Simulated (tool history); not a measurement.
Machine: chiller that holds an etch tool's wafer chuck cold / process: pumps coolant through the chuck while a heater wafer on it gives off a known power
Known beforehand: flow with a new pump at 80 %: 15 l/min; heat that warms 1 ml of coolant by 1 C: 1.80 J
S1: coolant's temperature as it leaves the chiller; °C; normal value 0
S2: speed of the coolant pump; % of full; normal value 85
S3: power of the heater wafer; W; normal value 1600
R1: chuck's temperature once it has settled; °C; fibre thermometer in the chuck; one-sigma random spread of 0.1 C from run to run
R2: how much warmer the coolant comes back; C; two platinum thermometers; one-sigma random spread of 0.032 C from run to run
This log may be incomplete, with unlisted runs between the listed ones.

run 1 hour=0 | S1=0 S2=85 S3=1600 | R1=14 R2=3.61
run 2 hour=59.7 | S1=0 S2=85 S3=2392 | R1=21 R2=5.35
run 3 hour=100.1 | S1=0 S2=85 S3=2392 | R1=21.1 R2=5.44
run 4 hour=137.1 | S1=0 S2=85 S3=2392 | R1=20.9 R2=5.38
run 5 hour=229.1 | S1=0 S2=85 S3=1326 | R1=11.9 R2=3.02
run 6 hour=271.5 | S1=0 S2=85 S3=1110 | R1=10 R2=2.45
run 7 hour=332.7 | S1=0 S2=85 S3=1600 | R1=14.4 R2=3.64
run 8 hour=417.4 | S1=0 S2=95 S3=1600 | R1=13.3 R2=3.2
run 9 hour=465.7 | S1=0 S2=95 S3=1600 | R1=13.5 R2=3.2
-- hour=519.7 coolant changed, channels flushed
run 10 hour=519.7 | S1=0 S2=85 S3=1600 | R1=12.2 R2=3.63
run 11 hour=606.4 | S1=0 S2=85 S3=1600 | R1=12.5 R2=3.58
run 12 hour=690.4 | S1=0 S2=85 S3=1600 | R1=12.7 R2=3.65
run 13 hour=753.6 | S1=0 S2=85 S3=1600 | R1=12.5 R2=3.67
run 14 hour=809.9 | S1=0 S2=85 S3=1600 | R1=12.5 R2=3.65
run 15 hour=874.4 | S1=0 S2=85 S3=1309 | R1=10.3 R2=2.98
-- hour=918 chiller's thermometer calibrated
run 16 hour=918 | S1=0 S2=85 S3=1600 | R1=12.5 R2=3.67
run 17 hour=1007.6 | S1=0 S2=85 S3=1600 | R1=12.5 R2=3.68
run 18 hour=1064.6 | S1=4 S2=85 S3=948 | R1=11.3 R2=2.2
run 19 hour=1151.5 | S1=10 S2=85 S3=868 | R1=16.9 R2=1.99
run 20 hour=1241.1 | S1=10 S2=85 S3=868 | R1=16.8 R2=2.06
run 21 hour=1325.1 | S1=-3 S2=75 S3=1022 | R1=6 R2=2.73
run 22 hour=1377.5 | S1=-4 S2=61 S3=1464 | R1=11.3 R2=4.75
run 23 hour=1422.6 | S1=9 S2=98 S3=1600 | R1=20.6 R2=3.25
run 24 hour=1510.2 | S1=2 S2=89 S3=922 | R1=9.1 R2=2.09
run 25 hour=1584.9 | S1=2 S2=89 S3=922 | R1=9.3 R2=2.08
run 26 hour=1660.7 | S1=-1 S2=93 S3=2229 | R1=15.9 R2=4.82
run 27 hour=1720.7 | S1=7 S2=64 S3=801 | R1=15.4 R2=2.52
run 28 hour=1800.6 | S1=7 S2=64 S3=801 | R1=15.3 R2=2.46
run 29 hour=1861.1 | S1=0 S2=85 S3=1749 | R1=14.5 R2=4.2
run 30 hour=1932.6 | S1=0 S2=85 S3=1749 | R1=14.6 R2=4.22
run 31 hour=2011.7 | S1=0 S2=85 S3=1749 | R1=14.8 R2=4.22
run 32 hour=2069.3 | S1=0 S2=85 S3=1749 | R1=14.7 R2=4.19
run 33 hour=2154.5 | S1=6 S2=94 S3=1994 | R1=21.5 R2=4.31

Alternative continuations, all from the tool just after run 33; predict every row:
run A hour=2221.5 | S1=0 S2=94 S3=1994 | R1=? R2=?
run B hour=2221.5 | S1=-7 S2=94 S3=1993 | R1=? R2=?
run C hour=2221.5 | S1=7 S2=72 S3=1273 | R1=? R2=?

run=A R1=15.7 R2=4.29
run=B R1=8.6 R2=4.35
run=C R1=19.5 R2=3.63
Without the tool's unlogged condition, the same runs would have read:
run=A R1=12.9 R2=3.73
run=B R1=5.8 R2=3.78
run=C R1=17.2 R2=3.16
